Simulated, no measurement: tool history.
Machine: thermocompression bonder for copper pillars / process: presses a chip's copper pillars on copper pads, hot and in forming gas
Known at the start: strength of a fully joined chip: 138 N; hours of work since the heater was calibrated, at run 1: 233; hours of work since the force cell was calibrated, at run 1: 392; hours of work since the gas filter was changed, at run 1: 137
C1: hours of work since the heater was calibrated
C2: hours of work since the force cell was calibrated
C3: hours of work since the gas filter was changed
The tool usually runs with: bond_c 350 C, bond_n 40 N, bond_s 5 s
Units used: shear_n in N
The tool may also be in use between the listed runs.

run 1 hour=0 | bond_c=350 bond_n=40 bond_s=5 | C1=233 C2=392 C3=137 | shear_n=63.6
run 2 hour=25.4 | bond_c=350 bond_n=40 bond_s=5 | C1=246 C2=406 C3=150 | shear_n=64.2
run 3 hour=49.6 | bond_c=350 bond_n=40 bond_s=5 | C1=259 C2=418 C3=163 | shear_n=62.6
run 4 hour=74.1 | bond_c=350 bond_n=40 bond_s=5 | C1=272 C2=431 C3=176 | shear_n=63.9
run 5 hour=93.4 | bond_c=350 bond_n=40 bond_s=5 | C1=282 C2=441 C3=186 | shear_n=63.2
run 6 hour=117.8 | bond_c=350 bond_n=40 bond_s=5 | C1=295 C2=454 C3=199 | shear_n=62.6
run 7 hour=129 | bond_c=350 bond_n=40 bond_s=5 | C1=300 C2=460 C3=205 | shear_n=62.7
run 8 hour=152.6 | bond_c=350 bond_n=40 bond_s=5 | C1=313 C2=473 C3=217 | shear_n=63.1
-- hour=157 heater calibrated with a thermocouple chip
run 9 hour=172.4 | bond_c=350 bond_n=40 bond_s=5 | C1=8 C2=482 C3=227 | shear_n=60.9
run 10 hour=193.6 | bond_c=350 bond_n=40 bond_s=5 | C1=19 C2=493 C3=238 | shear_n=61.6
run 11 hour=207.9 | bond_c=350 bond_n=40 bond_s=5 | C1=27 C2=501 C3=245 | shear_n=61.1
run 12 hour=229.3 | bond_c=350 bond_n=49 bond_s=3 | C1=38 C2=512 C3=256 | shear_n=58
run 13 hour=250.1 | bond_c=378 bond_n=35 bond_s=14 | C1=49 C2=523 C3=267 | shear_n=99.1
run 14 hour=267.7 | bond_c=378 bond_n=35 bond_s=14 | C1=58 C2=532 C3=277 | shear_n=99.1
-- hour=280.1 forming gas filter changed
-- hour=286 heater calibrated with a thermocouple chip, once more
run 15 hour=286 | bond_c=378 bond_n=35 bond_s=14 | C1=0 C2=540 C3=2 | shear_n=105.7
run 16 hour=305.4 | bond_c=378 bond_n=35 bond_s=14 | C1=10 C2=551 C3=12 | shear_n=106.2
run 17 hour=322.4 | bond_c=378 bond_n=35 bond_s=14 | C1=19 C2=560 C3=21 | shear_n=107.9
run 18 hour=343.5 | bond_c=378 bond_n=40 bond_s=7 | C1=30 C2=571 C3=32 | shear_n=96.4
run 19 hour=355.9 | bond_c=339 bond_n=26 bond_s=5 | C1=37 C2=577 C3=39 | shear_n=43.4
run 20 hour=368.6 | bond_c=339 bond_n=59 bond_s=5 | C1=43 C2=584 C3=45 | shear_n=73.9

Branching from run 20: 4 alternative next runs. What would each branch give?
run A hour=391 | bond_c=368 bond_n=54 bond_s=4 | C1=55 C2=596 C3=57 | shear_n=?
run B hour=391 | bond_c=339 bond_n=59 bond_s=5 | C1=55 C2=596 C3=57 | shear_n=?
run C hour=391 | bond_c=323 bond_n=53 bond_s=5 | C1=55 C2=596 C3=57 | shear_n=?
run D hour=391 | bond_c=377 bond_n=40 bond_s=5 | C1=55 C2=596 C3=57 | shear_n=?

run=A shear_n=88.3
run=B shear_n=74.7
run=C shear_n=58.6
run=D shear_n=86.3
Without the tool's hidden state the same runs would have given:
run=A shear_n=88.1
run=B shear_n=74.6
run=C shear_n=58.4
run=D shear_n=86.2

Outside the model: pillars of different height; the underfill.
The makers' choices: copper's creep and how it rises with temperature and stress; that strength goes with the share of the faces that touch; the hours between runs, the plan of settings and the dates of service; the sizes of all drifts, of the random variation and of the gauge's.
